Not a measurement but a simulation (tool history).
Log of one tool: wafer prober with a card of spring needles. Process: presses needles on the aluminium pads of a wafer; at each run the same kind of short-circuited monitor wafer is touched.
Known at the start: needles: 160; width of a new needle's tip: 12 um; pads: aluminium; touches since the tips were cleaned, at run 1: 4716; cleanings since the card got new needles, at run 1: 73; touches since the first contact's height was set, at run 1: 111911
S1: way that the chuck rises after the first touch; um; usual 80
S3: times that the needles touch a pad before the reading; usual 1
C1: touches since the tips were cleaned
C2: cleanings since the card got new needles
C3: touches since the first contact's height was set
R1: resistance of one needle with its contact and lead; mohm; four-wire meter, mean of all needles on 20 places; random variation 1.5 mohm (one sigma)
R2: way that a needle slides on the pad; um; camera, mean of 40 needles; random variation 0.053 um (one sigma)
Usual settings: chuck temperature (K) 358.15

run 1 day=0 | S1=80 chuck_temperature_(K)=358.15 S3=1 | C1=4716 C2=73 C3=111911 | R1=149 R2=13.76
-- day=0.246 tips cleaned on abrasive film
-- day=1.417 tips cleaned on abrasive film
run 2 day=1.792 | S1=80 chuck_temperature_(K)=358.15 S3=1 | C1=2305 C2=75 C3=122932 | R1=148 R2=13.82
-- day=2.446 tips cleaned on abrasive film
-- day=3.612 tips cleaned on abrasive film
-- day=4.754 tips cleaned on abrasive film
run 3 day=5.617 | S1=80 chuck_temperature_(K)=358.15 S3=1 | C1=5329 C2=78 C3=146500 | R1=149 R2=13.76
-- day=5.862 tips cleaned on abrasive film
-- day=6.829 tips cleaned on abrasive film
run 4 day=7.242 | S1=80 chuck_temperature_(K)=358.15 S3=1 | C1=2539 C2=80 C3=156483 | R1=149 R2=13.68
-- day=7.967 tips cleaned on abrasive film
-- day=9.017 tips cleaned on abrasive film
run 5 day=9.017 | S1=80 chuck_temperature_(K)=358.15 S3=1 | C1=0 C2=82 C3=167411 | R1=149 R2=13.66
-- day=10.121 tips cleaned on abrasive film
-- day=11.308 tips cleaned on abrasive film
-- day=12.279 tips cleaned on abrasive film
run 6 day=12.279 | S1=80 chuck_temperature_(K)=305.15 S3=1 | C1=0 C2=85 C3=187499 | R1=138 R2=13.72
-- day=13.367 tips cleaned on abrasive film
-- day=14.533 tips cleaned on abrasive film
-- day=15.596 tips cleaned on abrasive film
run 7 day=15.596 | S1=80 chuck_temperature_(K)=358.15 S3=1 | C1=0 C2=88 C3=207930 | R1=147 R2=13.67
-- day=16.058 height of the first contact set anew
-- day=16.692 tips cleaned on abrasive film
run 8 day=17.608 | S1=79 chuck_temperature_(K)=358.15 S3=1 | C1=5651 C2=89 C3=9537 | R1=146 R2=13.51
-- day=17.846 tips cleaned on abrasive film
-- day=18.921 tips cleaned on abrasive film
run 9 day=19.317 | S1=95 chuck_temperature_(K)=358.15 S3=1 | C1=2444 C2=91 C3=20058 | R1=144 R2=16.3
-- day=19.967 tips cleaned on abrasive film
-- day=21.088 tips cleaned on abrasive film
-- day=22.204 tips cleaned on abrasive film
run 10 day=23.104 | S1=95 chuck_temperature_(K)=358.15 S3=1 | C1=5565 C2=94 C3=43398 | R1=142 R2=16.32
-- day=23.292 tips cleaned on abrasive film
-- day=24.262 tips cleaned on abrasive film
-- day=25.417 tips cleaned on abrasive film
run 11 day=25.783 | S1=95 chuck_temperature_(K)=358.15 S3=1 | C1=2269 C2=97 C3=59884 | R1=144 R2=16.34
-- day=26.575 tips cleaned on abrasive film
run 12 day=27.412 | S1=95 chuck_temperature_(K)=358.15 S3=1 | C1=5174 C2=98 C3=69907 | R1=146 R2=16.26
-- day=27.654 tips cleaned on abrasive film
-- day=28.867 tips cleaned on abrasive film
-- day=29.883 tips cleaned on abrasive film
run 13 day=30.604 | S1=95 chuck_temperature_(K)=358.15 S3=1 | C1=4451 C2=101 C3=89574 | R1=145 R2=16.17
-- day=31.046 tips cleaned on abrasive film
-- day=32.212 tips cleaned on abrasive film
-- day=33.358 tips cleaned on abrasive film
-- day=34.392 tips cleaned on abrasive film
run 14 day=34.392 | S1=80 chuck_temperature_(K)=358.15 S3=3 | C1=0 C2=105 C3=112876 | R1=148 R2=13.7
-- day=35.596 tips cleaned on abrasive film
run 15 day=36.054 | S1=80 chuck_temperature_(K)=358.15 S3=3 | C1=2843 C2=106 C3=123124 | R1=150 R2=13.63
-- day=36.729 tips cleaned on abrasive film
-- day=37.875 tips cleaned on abrasive film
run 16 day=38.817 | S1=80 chuck_temperature_(K)=358.15 S3=3 | C1=5818 C2=108 C3=140135 | R1=148 R2=13.55
-- day=39.058 tips cleaned on abrasive film
-- day=40.121 tips cleaned on abrasive film
-- day=41.112 tips cleaned on abrasive film
run 17 day=41.3 | S1=80 chuck_temperature_(K)=358.15 S3=3 | C1=1169 C2=111 C3=155422 | R1=147 R2=13.61
-- day=42.167 tips cleaned on abrasive film
-- day=43.325 tips cleaned on abrasive film
run 18 day=43.879 | S1=85 chuck_temperature_(K)=326.15 S3=2 | C1=3428 C2=113 C3=171310 | R1=140 R2=14.41
-- day=44.488 tips cleaned on abrasive film
-- day=45.512 tips cleaned on abrasive film
run 19 day=45.512 | S1=70 chuck_temperature_(K)=358.15 S3=3 | C1=0 C2=115 C3=181345 | R1=150 R2=11.81
-- day=46.696 tips cleaned on abrasive film
-- day=47.708 tips cleaned on abrasive film
-- day=48.683 tips cleaned on abrasive film
run 20 day=48.717 | S1=70 chuck_temperature_(K)=330.15 S3=2 | C1=209 C2=118 C3=201086 | R1=145 R2=11.88
-- day=49.683 tips cleaned on abrasive film
-- day=50.162 height of the first contact set anew
-- day=50.783 tips cleaned on abrasive film
run 21 day=51.025 | S1=70 chuck_temperature_(K)=330.15 S3=2 | C1=1489 C2=120 C3=5306 | R1=147 R2=11.81
-- day=51.967 tips cleaned on abrasive film
run 22 day=52.929 | S1=70 chuck_temperature_(K)=337.15 S3=2 | C1=5952 C2=121 C3=17042 | R1=146 R2=11.9
-- day=53.171 tips cleaned on abrasive film
-- day=54.358 tips cleaned on abrasive film
run 23 day=54.579 | S1=70 chuck_temperature_(K)=337.15 S3=2 | C1=1373 C2=123 C3=27196 | R1=145 R2=11.95
-- day=55.375 tips cleaned on abrasive film
-- day=56.512 tips cleaned on abrasive film
-- day=57.608 tips cleaned on abrasive film
run 24 day=58.15 | S1=90 chuck_temperature_(K)=337.15 S3=1 | C1=3361 C2=126 C3=49202 | R1=139 R2=15.24
-- day=58.817 tips cleaned on abrasive film
-- day=60.021 tips cleaned on abrasive film
run 25 day=60.442 | S1=90 chuck_temperature_(K)=337.15 S3=1 | C1=2601 C2=128 C3=63299 | R1=141 R2=15.24
-- day=61.167 tips cleaned on abrasive film
-- day=62.133 tips cleaned on abrasive film
run 26 day=62.467 | S1=76 chuck_temperature_(K)=308.15 S3=1 | C1=2051 C2=130 C3=75772 | R1=141 R2=12.88
-- day=63.321 tips cleaned on abrasive film
-- day=64.479 tips cleaned on abrasive film
-- day=65.688 tips cleaned on abrasive film
run 27 day=66.221 | S1=80 chuck_temperature_(K)=313.15 S3=2 | C1=3296 C2=133 C3=98901 | R1=141 R2=13.55
-- day=66.662 tips cleaned on abrasive film
-- day=67.871 tips cleaned on abrasive film
-- day=68.912 tips cleaned on abrasive film
-- day=70.062 tips cleaned on abrasive film
run 28 day=70.25 | S1=68 chuck_temperature_(K)=301.15 S3=1 | C1=1170 C2=137 C3=123700 | R1=138 R2=11.41

Forecast each of these 5 alternatives for the next run:
-- day=71.071 tips cleaned on abrasive film
-- day=72.088 tips cleaned on abrasive film
run A day=72.088 | S1=68 chuck_temperature_(K)=318.15 S3=1 | C1=0 C2=139 C3=135005 | R1=? R2=?
-- day=71.071 tips cleaned on abrasive film
-- day=72.088 tips cleaned on abrasive film
run B day=72.088 | S1=80 chuck_temperature_(K)=320.15 S3=1 | C1=0 C2=139 C3=135005 | R1=? R2=?
-- day=71.071 tips cleaned on abrasive film
-- day=72.088 tips cleaned on abrasive film
run C day=72.088 | S1=68 chuck_temperature_(K)=301.15 S3=2 | C1=0 C2=139 C3=135005 | R1=? R2=?
-- day=71.071 tips cleaned on abrasive film
-- day=72.088 tips cleaned on abrasive film
run D day=72.088 | S1=68 chuck_temperature_(K)=301.15 S3=3 | C1=0 C2=139 C3=135005 | R1=? R2=?
-- day=71.071 tips cleaned on abrasive film
-- day=72.088 tips cleaned on abrasive film
run E day=72.088 | S1=70 chuck_temperature_(K)=330.15 S3=1 | C1=0 C2=139 C3=135005 | R1=? R2=?

run=A R1=144 R2=11.49
run=B R1=142 R2=13.59
run=C R1=139 R2=11.53
run=D R1=137 R2=11.48
run=E R1=146 R2=11.68
Without the tool's hidden state the same runs would have given:
run=A R1=144 R2=11.73
run=B R1=142 R2=13.87
run=C R1=139 R2=11.76
run=D R1=137 R2=11.72
run=E R1=146 R2=11.92

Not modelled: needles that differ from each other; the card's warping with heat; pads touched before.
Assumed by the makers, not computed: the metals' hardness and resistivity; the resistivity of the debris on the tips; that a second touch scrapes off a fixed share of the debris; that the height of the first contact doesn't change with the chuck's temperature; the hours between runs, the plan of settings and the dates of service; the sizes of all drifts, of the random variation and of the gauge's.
